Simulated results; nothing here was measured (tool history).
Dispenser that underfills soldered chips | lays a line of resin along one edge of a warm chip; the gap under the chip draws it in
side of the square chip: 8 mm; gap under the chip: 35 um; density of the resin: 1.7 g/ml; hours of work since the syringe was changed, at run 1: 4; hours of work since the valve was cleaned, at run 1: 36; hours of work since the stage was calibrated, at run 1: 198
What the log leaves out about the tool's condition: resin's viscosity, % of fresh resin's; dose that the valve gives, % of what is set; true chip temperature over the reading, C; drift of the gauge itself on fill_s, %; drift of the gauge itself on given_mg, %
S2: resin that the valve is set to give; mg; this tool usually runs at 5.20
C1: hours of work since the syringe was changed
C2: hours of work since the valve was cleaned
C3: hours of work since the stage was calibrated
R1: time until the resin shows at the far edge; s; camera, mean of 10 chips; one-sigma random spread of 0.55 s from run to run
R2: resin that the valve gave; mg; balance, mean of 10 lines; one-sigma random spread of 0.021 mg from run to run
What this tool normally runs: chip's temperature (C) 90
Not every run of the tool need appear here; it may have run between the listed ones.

Run 1, hour 0.0: usual settings; C1 4; C2 36; C3 198. Result: R1 54.0 s, R2 5.08 mg.
Run 2, hour 7.2: usual settings; C1 10; C2 41; C3 203. Result: R1 64.8 s, R2 5.03 mg.
At hour 10.4: new syringe of resin.
Run 3, hour 13.3: usual settings; C1 2; C2 45; C3 208. Result: R1 47.9 s, R2 5.05 mg.
Run 4, hour 18.4: usual settings; C1 6; C2 49; C3 211. Result: R1 57.5 s, R2 5.03 mg.
Run 5, hour 23.4: usual settings; C1 9; C2 53; C3 215. Result: R1 64.8 s, R2 5.04 mg.
At hour 26.7: new syringe of resin.
Run 6, hour 29.9: usual settings but chip's temperature (C) 83; C1 2; C2 57; C3 220. Result: R1 64.5 s, R2 5.01 mg.
Run 7, hour 35.3: usual settings but chip's temperature (C) 83; C1 6; C2 61; C3 224. Result: R1 76.3 s, R2 5.02 mg.
Run 8, hour 40.4: usual settings but chip's temperature (C) 80; C1 10; C2 65; C3 227. Result: R1 98.2 s, R2 4.98 mg.
At hour 42.8: new syringe of resin.
Run 9, hour 46.0: usual settings but chip's temperature (C) 80; C1 2; C2 69; C3 231. Result: R1 73.8 s, R2 5.02 mg.
Run 10, hour 50.5: usual settings but chip's temperature (C) 80; C1 6; C2 72; C3 234. Result: R1 82.5 s, R2 4.99 mg.
Run 11, hour 57.4: usual settings but chip's temperature (C) 80; C1 11; C2 77; C3 239. Result: R1 101.7 s, R2 4.98 mg.
At hour 59.1: new syringe of resin.
Run 12, hour 64.6: usual settings but S2 6.59 mg; C1 4; C2 82; C3 244. Result: R1 50.6 s, R2 6.22 mg.
Run 13, hour 67.5: usual settings but S2 6.59 mg; C1 6; C2 84; C3 247. Result: R1 53.6 s, R2 6.29 mg.
Run 14, hour 73.8: usual settings but S2 6.59 mg; C1 11; C2 89; C3 251. Result: R1 66.4 s, R2 6.31 mg.
At hour 75.3: new syringe of resin.
Run 15, hour 78.2: usual settings but S2 6.59 mg; C1 2; C2 92; C3 254. Result: R1 46.4 s, R2 6.24 mg.
At hour 80.5: dispensing valve cleaned and set on the balance.
Run 16, hour 84.8: usual settings but S2 6.59 mg; C1 6; C2 3; C3 258. Result: R1 54.1 s, R2 6.59 mg.
Run 17, hour 88.1: usual settings but S2 6.59 mg; C1 9; C2 6; C3 261. Result: R1 59.0 s, R2 6.56 mg.
At hour 92.8: new syringe of resin.
Run 18, hour 93.8: usual settings but S2 6.59 mg; C1 1; C2 10; C3 264. Result: R1 42.4 s, R2 6.57 mg.
Run 19, hour 97.1: usual settings but chip's temperature (C) 79; C1 3; C2 12; C3 267. Result: R1 77.9 s, R2 5.16 mg.
Run 20, hour 102.3: usual settings but chip's temperature (C) 91, S2 5.59 mg; C1 7; C2 16; C3 271. Result: R1 53.4 s, R2 5.57 mg.
At hour 109.0: new syringe of resin.
Run 21, hour 109.0: usual settings but chip's temperature (C) 93, S2 5.72 mg; C1 0; C2 20; C3 275. Result: R1 37.2 s, R2 5.64 mg.
Run 22, hour 115.6: usual settings but chip's temperature (C) 104, S2 5.30 mg; C1 5; C2 25; C3 280. Result: R1 30.0 s, R2 5.22 mg.
Run 23, hour 120.2: usual settings but chip's temperature (C) 75, S2 4.44 mg; C1 8; C2 28; C3 283. Result: R1 121.6 s, R2 4.36 mg.
At hour 125.6: new syringe of resin.
Run 24, hour 127.6: usual settings but chip's temperature (C) 83, S2 5.07 mg; C1 1; C2 34; C3 289. Result: R1 61.4 s, R2 4.98 mg.
Run 25, hour 130.8: usual settings but chip's temperature (C) 83, S2 5.07 mg; C1 4; C2 36; C3 291. Result: R1 66.9 s, R2 4.98 mg.
Run 26, hour 135.6: usual settings but chip's temperature (C) 77, S2 5.80 mg; C1 7; C2 39; C3 294. Result: R1 98.3 s, R2 5.71 mg.
Run 27, hour 141.1: usual settings but chip's temperature (C) 99, S2 5.71 mg; C1 11; C2 43; C3 298. Result: R1 46.6 s, R2 5.59 mg.
At hour 141.9: new syringe of resin.
Run 28, hour 145.1: usual settings but chip's temperature (C) 99, S2 6.06 mg; C1 2; C2 46; C3 301. Result: R1 31.8 s, R2 5.97 mg.
Run 29, hour 149.9: usual settings but chip's temperature (C) 104, S2 5.71 mg; C1 6; C2 50; C3 305. Result: R1 30.5 s, R2 5.59 mg.
At hour 157.0: stage's temperature calibrated.
Run 30, hour 157.0: usual settings but chip's temperature (C) 96, S2 4.49 mg; C1 10; C2 54; C3 0. Result: R1 57.3 s, R2 4.34 mg.
At hour 159.5: new syringe of resin.
Run 31, hour 162.6: usual settings but chip's temperature (C) 84, S2 4.82 mg; C1 2; C2 58; C3 4. Result: R1 66.4 s, R2 4.69 mg.
Run 32, hour 167.9: usual settings but chip's temperature (C) 101, S2 6.21 mg; C1 6; C2 62; C3 8. Result: R1 36.7 s, R2 6.06 mg.
Run 33, hour 171.0: usual settings but chip's temperature (C) 101, S2 6.21 mg; C1 8; C2 64; C3 10. Result: R1 40.7 s, R2 6.03 mg.
Run 34, hour 174.5: usual settings but chip's temperature (C) 101, S2 5.92 mg; C1 11; C2 67; C3 13. Result: R1 45.0 s, R2 5.71 mg.
At hour 176.0: new syringe of resin.
Run 35, hour 178.4: usual settings but chip's temperature (C) 101, S2 5.73 mg; C1 2; C2 69; C3 15. Result: R1 30.7 s, R2 5.51 mg.

Branching from run 35: 3 alternative next runs. What would each branch give?
Run A, hour 184.4: usual settings but chip's temperature (C) 94, S2 4.57 mg; C1 6; C2 74; C3 20. Result: R1 ?, R2 ?.
Run B, hour 184.4: usual settings but chip's temperature (C) 77, S2 5.96 mg; C1 6; C2 74; C3 20. Result: R1 ?, R2 ?.
Run C, hour 184.4: usual settings but chip's temperature (C) 94, S2 4.94 mg; C1 6; C2 74; C3 20. Result: R1 ?, R2 ?.

run    R1    R2
  A  51.0  4.39
  B  98.0  5.73
  C  51.0  4.77
With the hidden condition removed and each run's random variation left untouched, the same runs would have given:
run    R1    R2
  A  39.8  4.56
  B  77.8  5.95
  C  40.2  4.96
